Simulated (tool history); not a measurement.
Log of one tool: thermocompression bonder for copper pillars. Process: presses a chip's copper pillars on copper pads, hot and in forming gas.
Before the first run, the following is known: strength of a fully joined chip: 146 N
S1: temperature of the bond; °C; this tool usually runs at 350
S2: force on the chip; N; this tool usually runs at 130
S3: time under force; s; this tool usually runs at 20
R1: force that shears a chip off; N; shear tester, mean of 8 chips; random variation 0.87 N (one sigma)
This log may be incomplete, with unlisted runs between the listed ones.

run	hour	S1	S2	S3	R1
1	0	350	130	20	70.3
2	17.9	350	130	20	69.4
3	29.6	350	130	20	70.3
4	42.8	350	130	20	70.4
5	60.7	350	137	20	71.3
6	78	350	130	12	57.8
7	94	350	130	12	58
8	111.9	350	130	12	58.2
9	121.1	350	130	20	70.1
10	132.4	350	130	20	70.8
11	147.1	350	130	20	70.5
12	159.9	350	130	20	70.2
13	175	350	130	32	84
14	193.3	350	130	32	83
15	203.7	350	130	32	83.9
16	220.8	350	130	32	82
17	238.7	350	130	17	67.1
18	248.1	350	130	52	96.6
19	264.3	350	130	54	96.9
20	279.6	350	130	54	96.7
21	289.9	350	130	54	97.5
22	298.8	324	190	29	76.8
23	314	342	102	20	57.1
24	328.9	338	154	41	87.2
25	337.7	338	95	26	59
26	356.3	337	130	32	74.5
27	368.9	347	181	34	97.2
28	387.6	345	179	21	82.7
29	402	372	179	11	79.6
30	414.9	350	79	11	41.7
31	424.1	350	79	11	42.1
32	442.2	331	84	20	46.1
33	450.1	367	152	32	100.7
34	468.2	367	152	32	97.5
35	478.4	362	124	20	76.7
36	490.3	362	124	20	75.3
37	501.8	362	124	20	75.9
38	515.8	362	124	20	77.4
39	527.4	367	125	31	89.3
40	541.2	367	125	31	89.9

Between the runs listed above, the log contained 2 entries, not reproduced here. Where in the sequence does each belong, and how does what the log doesn't record of the tool's condition differ from the listed run before to the listed run after?
Run 11 -> run 12: forming gas filter changed (hour 155.7)
  oxide that the forming gas leaves, % of the face: 0.89 -> 0.51
Run 33 -> run 34: forming gas filter changed (hour 463)
  oxide that the forming gas leaves, % of the face: 0.86 -> 0.51

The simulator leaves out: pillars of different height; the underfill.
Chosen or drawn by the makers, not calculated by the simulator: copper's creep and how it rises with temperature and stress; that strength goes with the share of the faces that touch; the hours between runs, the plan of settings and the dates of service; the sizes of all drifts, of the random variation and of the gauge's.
